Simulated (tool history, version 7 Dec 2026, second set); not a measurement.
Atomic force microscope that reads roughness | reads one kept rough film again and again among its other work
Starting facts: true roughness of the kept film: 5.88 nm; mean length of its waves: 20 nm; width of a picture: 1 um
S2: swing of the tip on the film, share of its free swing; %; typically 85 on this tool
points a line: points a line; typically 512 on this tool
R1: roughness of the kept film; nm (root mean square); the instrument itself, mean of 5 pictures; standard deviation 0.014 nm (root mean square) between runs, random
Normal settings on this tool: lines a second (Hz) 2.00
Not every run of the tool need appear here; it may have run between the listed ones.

run 1 hour=0.0 | lines_a_second_(Hz)=2.00 S2=85 points_a_line=512 | R1=3.207
run 2 hour=5.3 | lines_a_second_(Hz)=2.00 S2=85 points_a_line=512 | R1=3.227
run 3 hour=13.6 | lines_a_second_(Hz)=2.00 S2=62 points_a_line=512 | R1=3.853
run 4 hour=19.5 | lines_a_second_(Hz)=2.00 S2=85 points_a_line=512 | R1=3.232
run 5 hour=27.2 | lines_a_second_(Hz)=2.00 S2=85 points_a_line=512 | R1=3.233
run 6 hour=33.5 | lines_a_second_(Hz)=2.00 S2=85 points_a_line=512 | R1=3.225
run 7 hour=38.0 | lines_a_second_(Hz)=2.00 S2=85 points_a_line=512 | R1=3.226
run 8 hour=45.8 | lines_a_second_(Hz)=2.00 S2=85 points_a_line=512 | R1=3.228
run 9 hour=54.1 | lines_a_second_(Hz)=2.00 S2=85 points_a_line=512 | R1=3.198
run 10 hour=61.1 | lines_a_second_(Hz)=2.00 S2=85 points_a_line=512 | R1=3.203
run 11 hour=65.7 | lines_a_second_(Hz)=2.00 S2=85 points_a_line=512 | R1=3.233
run 12 hour=76.1 | lines_a_second_(Hz)=2.00 S2=85 points_a_line=512 | R1=3.232
run 13 hour=83.1 | lines_a_second_(Hz)=2.00 S2=85 points_a_line=529 | R1=3.217
run 14 hour=92.5 | lines_a_second_(Hz)=2.00 S2=85 points_a_line=512 | R1=3.207
run 15 hour=97.7 | lines_a_second_(Hz)=2.00 S2=85 points_a_line=512 | R1=3.203
run 16 hour=104.6 | lines_a_second_(Hz)=2.00 S2=85 points_a_line=512 | R1=3.225
run 17 hour=114.6 | lines_a_second_(Hz)=2.00 S2=85 points_a_line=512 | R1=3.203
run 18 hour=124.6 | lines_a_second_(Hz)=2.00 S2=85 points_a_line=512 | R1=3.190
run 19 hour=130.3 | lines_a_second_(Hz)=2.00 S2=85 points_a_line=512 | R1=3.201
run 20 hour=138.0 | lines_a_second_(Hz)=2.00 S2=85 points_a_line=512 | R1=3.230
run 21 hour=145.5 | lines_a_second_(Hz)=2.00 S2=85 points_a_line=512 | R1=3.209
run 22 hour=155.6 | lines_a_second_(Hz)=2.00 S2=85 points_a_line=350 | R1=3.198
run 23 hour=161.4 | lines_a_second_(Hz)=2.00 S2=85 points_a_line=350 | R1=3.196
run 24 hour=169.3 | lines_a_second_(Hz)=2.00 S2=85 points_a_line=512 | R1=3.239
run 25 hour=179.9 | lines_a_second_(Hz)=2.00 S2=85 points_a_line=512 | R1=3.228
run 26 hour=190.0 | lines_a_second_(Hz)=1.62 S2=85 points_a_line=512 | R1=3.340
run 27 hour=200.5 | lines_a_second_(Hz)=2.29 S2=74 points_a_line=359 | R1=3.468
run 28 hour=207.6 | lines_a_second_(Hz)=2.29 S2=74 points_a_line=359 | R1=3.460
run 29 hour=215.1 | lines_a_second_(Hz)=2.00 S2=85 points_a_line=764 | R1=3.242
run 30 hour=221.8 | lines_a_second_(Hz)=2.00 S2=85 points_a_line=764 | R1=3.231
run 31 hour=232.1 | lines_a_second_(Hz)=1.44 S2=85 points_a_line=777 | R1=3.464
run 32 hour=240.7 | lines_a_second_(Hz)=1.24 S2=78 points_a_line=631 | R1=3.695
run 33 hour=250.0 | lines_a_second_(Hz)=1.47 S2=82 points_a_line=492 | R1=3.483
run 34 hour=255.8 | lines_a_second_(Hz)=1.42 S2=57 points_a_line=511 | R1=3.994
run 35 hour=264.7 | lines_a_second_(Hz)=1.42 S2=57 points_a_line=511 | R1=3.984
run 36 hour=274.7 | lines_a_second_(Hz)=1.42 S2=57 points_a_line=511 | R1=3.970
run 37 hour=283.4 | lines_a_second_(Hz)=0.63 S2=81 points_a_line=285 | R1=3.773
run 38 hour=291.6 | lines_a_second_(Hz)=0.63 S2=71 points_a_line=285 | R1=3.906
run 39 hour=296.2 | lines_a_second_(Hz)=1.84 S2=83 points_a_line=985 | R1=3.352
run 40 hour=302.6 | lines_a_second_(Hz)=1.47 S2=65 points_a_line=353 | R1=3.827
run 41 hour=313.4 | lines_a_second_(Hz)=2.92 S2=56 points_a_line=325 | R1=3.741
run 42 hour=324.3 | lines_a_second_(Hz)=2.00 S2=76 points_a_line=282 | R1=3.442
run 43 hour=334.6 | lines_a_second_(Hz)=2.00 S2=76 points_a_line=282 | R1=3.424
run 44 hour=340.1 | lines_a_second_(Hz)=1.79 S2=88 points_a_line=512 | R1=3.219
run 45 hour=347.8 | lines_a_second_(Hz)=0.55 S2=56 points_a_line=567 | R1=4.061
run 46 hour=358.0 | lines_a_second_(Hz)=1.38 S2=85 points_a_line=319 | R1=3.425
run 47 hour=365.0 | lines_a_second_(Hz)=1.38 S2=85 points_a_line=319 | R1=3.378
run 48 hour=373.6 | lines_a_second_(Hz)=1.38 S2=85 points_a_line=319 | R1=3.408
run 49 hour=380.3 | lines_a_second_(Hz)=3.96 S2=81 points_a_line=512 | R1=2.831
run 50 hour=388.4 | lines_a_second_(Hz)=3.96 S2=81 points_a_line=512 | R1=2.827
run 51 hour=398.8 | lines_a_second_(Hz)=2.00 S2=58 points_a_line=512 | R1=3.887
run 52 hour=408.7 | lines_a_second_(Hz)=2.00 S2=58 points_a_line=512 | R1=3.882

The log once held 2 entries between its listed runs, left out of this copy. Where does each go, and what is different about the tool's unlogged condition between the listed run before it and the listed run after it?
Run 21 -> run 22: new tip fitted (hour 155.6)
  radius of the tip, nm: 7.1 -> 7
  measured result minus the result with no hidden state, R1: -0.014 -> +0.000 nm (root mean square)
Run 48 -> run 49: new tip fitted (hour 379.5)
  radius of the tip, nm: 7.1 -> 7
  measured result minus the result with no hidden state, R1: -0.015 -> +0.000 nm (root mean square)
